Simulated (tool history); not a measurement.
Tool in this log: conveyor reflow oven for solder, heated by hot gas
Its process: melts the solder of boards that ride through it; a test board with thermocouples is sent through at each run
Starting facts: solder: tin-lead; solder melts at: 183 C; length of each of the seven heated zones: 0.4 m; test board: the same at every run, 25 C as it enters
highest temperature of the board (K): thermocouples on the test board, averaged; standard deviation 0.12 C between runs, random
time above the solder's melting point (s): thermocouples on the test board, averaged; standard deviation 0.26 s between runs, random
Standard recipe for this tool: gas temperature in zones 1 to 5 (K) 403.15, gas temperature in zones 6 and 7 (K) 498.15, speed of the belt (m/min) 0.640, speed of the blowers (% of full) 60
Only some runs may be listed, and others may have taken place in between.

run   hour  gas temperature in zones 1 to 5 (K)  gas temperature in zones 6 and 7 (K)  speed of the belt (m/min)  speed of the blowers (% of full)  highest temperature of the board (K)  time above the solder's melting point (s)
  1    0.0                               403.15                                498.15                      0.640                                60                                477.85                                       40.6
  2   19.2                               403.15                                498.15                      0.640                                60                                478.15                                       41.3
  3   40.8                               403.15                                498.15                      0.640                                60                                477.65                                       40.7
      79.8  -- flux residue cleaned out of gas plates and filters
  4   80.1                               403.15                                498.15                      0.640                                60                                479.35                                       42.8
  5  103.8                               403.15                                498.15                      0.640                                60                                479.15                                       43.3
  6  135.6                               403.15                                498.15                      0.640                                60                                479.25                                       43.2
  7  157.8                               403.15                                498.15                      0.640                                60                                479.15                                       43.3
  8  192.4                               403.15                                498.15                      0.640                                60                                479.25                                       42.6
  9  219.4                               403.15                                498.15                      0.640                                60                                479.25                                       43.4
 10  250.8                               403.15                                498.15                      0.640                                60                                479.35                                       42.5
 11  280.2                               403.15                                498.15                      0.640                                50                                474.75                                       35.8
 12  297.0                               403.15                                498.15                      0.640                                50                                474.65                                       36.4
 13  314.7                               403.15                                498.15                      0.640                                50                                474.65                                       36.2
 14  338.2                               403.15                                498.15                      0.640                                68                                481.85                                       46.5
 15  366.0                               403.15                                498.15                      0.640                                68                                481.65                                       46.4
     408.2  -- thermocouples of zones 6 and 7 changed
 16  409.8                               398.15                                501.15                      0.746                                71                                476.75                                       32.3
 17  442.9                               403.15                                496.15                      0.640                                60                                475.35                                       38.8
 18  482.6                               403.15                                496.15                      0.640                                60                                475.35                                       38.5
     489.4  -- belt drive overhauled, speed set with a stopwatch
 19  513.9                               403.15                                496.15                      0.640                                60                                475.75                                       39.2
 20  541.5                               410.15                                498.15                      0.640                                60                                478.65                                       45.3
     579.6  -- belt drive overhauled, speed set with a stopwatch, once more
 21  579.6                               410.15                                498.15                      0.640                                60                                477.75                                       42.6
 22  598.4                               410.15                                498.15                      0.640                                60                                477.85                                       42.8
 23  621.9                               410.15                                498.15                      0.640                                60                                477.65                                       42.2
     641.5  -- flux residue cleaned out of gas plates and filters
 24  646.1                               413.15                                511.15                      0.757                                60                                484.15                                       41.3
 25  683.3                               413.15                                511.15                      0.757                                60                                483.95                                       41.6
 26  701.0                               414.15                                491.15                      0.751                                71                                473.05                                       32.7
 27  727.4                               408.15                                498.15                      0.761                                60                                472.35                                       28.2
 28  755.0                               411.15                                498.15                      0.640                                59                                478.85                                       44.6
 29  780.3                               411.15                                498.15                      0.640                                59                                479.05                                       44.5

3 ways to go on from here, each from the tool as it stands after run 29. What would each give?
  A  814.1                               403.15                                498.15                      0.640                                53                                     ?                                          ?
  B  814.1                               409.15                                498.15                      0.664                                76                                     ?                                          ?
  C  814.1                               417.15                                493.15                      0.640                                59                                     ?                                          ?

run  highest temperature of the board (K)  time above the solder's melting point (s)
  A                                474.65                                       35.9
  B                                482.75                                       47.3
  C                                476.35                                       44.3
The same runs, with their run-to-run variation unchanged, on a tool lacking any hidden condition would have given:
run  highest temperature of the board (K)  time above the solder's melting point (s)
  A                                474.55                                       35.8
  B                                482.65                                       47.3
  C                                476.15                                       44.2
